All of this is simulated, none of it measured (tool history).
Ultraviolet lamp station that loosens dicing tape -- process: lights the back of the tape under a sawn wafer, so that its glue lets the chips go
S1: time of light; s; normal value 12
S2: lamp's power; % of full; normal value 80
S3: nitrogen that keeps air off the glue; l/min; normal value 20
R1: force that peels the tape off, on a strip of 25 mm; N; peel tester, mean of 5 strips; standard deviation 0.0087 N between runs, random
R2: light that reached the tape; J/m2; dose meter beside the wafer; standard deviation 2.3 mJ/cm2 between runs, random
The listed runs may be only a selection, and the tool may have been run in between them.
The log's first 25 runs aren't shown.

{"run": 26, "day": 49.608, "S1": 17, "S2": 97, "S3": 31, "R1": 0.211, "R2": 4190}
{"run": 27, "day": 50.954, "S1": 12, "S2": 70, "S3": 22, "R1": 0.435, "R2": 2130}
{"run": 28, "day": 53.425, "S1": 18, "S2": 88, "S3": 10, "R1": 0.264, "R2": 3980}
{"run": 29, "day": 56.171, "S1": 12, "S2": 87, "S3": 13, "R1": 0.414, "R2": 2610}
{"run": 30, "day": 57.388, "S1": 12, "S2": 64, "S3": 13, "R1": 0.764, "R2": 1960}
{"run": 31, "day": 59.3, "S1": 21, "S2": 73, "S3": 20, "R1": 0.217, "R2": 3860}
{"day": 61.25, "done": "window cleaned of glue's vapour"}
{"run": 32, "day": 61.75, "S1": 8, "S2": 95, "S3": 17, "R1": 0.643, "R2": 1930}
{"run": 33, "day": 63.288, "S1": 8, "S2": 95, "S3": 17, "R1": 0.615, "R2": 1950}
{"run": 34, "day": 65.621, "S1": 21, "S2": 64, "S3": 38, "R1": 0.218, "R2": 3440}
{"run": 35, "day": 68.167, "S1": 16, "S2": 68, "S3": 8, "R1": 0.537, "R2": 2760}
{"run": 36, "day": 70.15, "S1": 16, "S2": 68, "S3": 8, "R1": 0.52, "R2": 2790}
{"run": 37, "day": 71.908, "S1": 16, "S2": 68, "S3": 8, "R1": 0.53, "R2": 2750}
{"run": 38, "day": 73.612, "S1": 16, "S2": 68, "S3": 8, "R1": 0.536, "R2": 2810}
{"run": 39, "day": 75.617, "S1": 16, "S2": 68, "S3": 8, "R1": 0.532, "R2": 2750}
{"run": 40, "day": 77.3, "S1": 16, "S2": 68, "S3": 8, "R1": 0.549, "R2": 2760}
{"day": 77.433, "done": "window cleaned of glue's vapour"}
{"day": 79.779, "done": "lamp changed"}
{"run": 41, "day": 79.779, "S1": 7, "S2": 80, "S3": 20, "R1": 1.047, "R2": 1440}
{"run": 42, "day": 81.596, "S1": 12, "S2": 80, "S3": 17, "R1": 0.389, "R2": 2450}

3 ways to go on from here, each from the tool as it stands after run 42. What would each give?
{"run": "A", "day": 82.817, "S1": 8, "S2": 85, "S3": 23, "R1": "?", "R2": "?"}
{"run": "B", "day": 82.817, "S1": 16, "S2": 63, "S3": 7, "R1": "?", "R2": "?"}
{"run": "C", "day": 82.817, "S1": 20, "S2": 68, "S3": 19, "R1": "?", "R2": "?"}

run=A R1=0.645 R2=1730
run=B R1=0.661 R2=2600
run=C R1=0.243 R2=3460
With no hidden state in the tool, these same runs would have given:
run=A R1=0.644 R2=1730
run=B R1=0.660 R2=2600
run=C R1=0.243 R2=3460
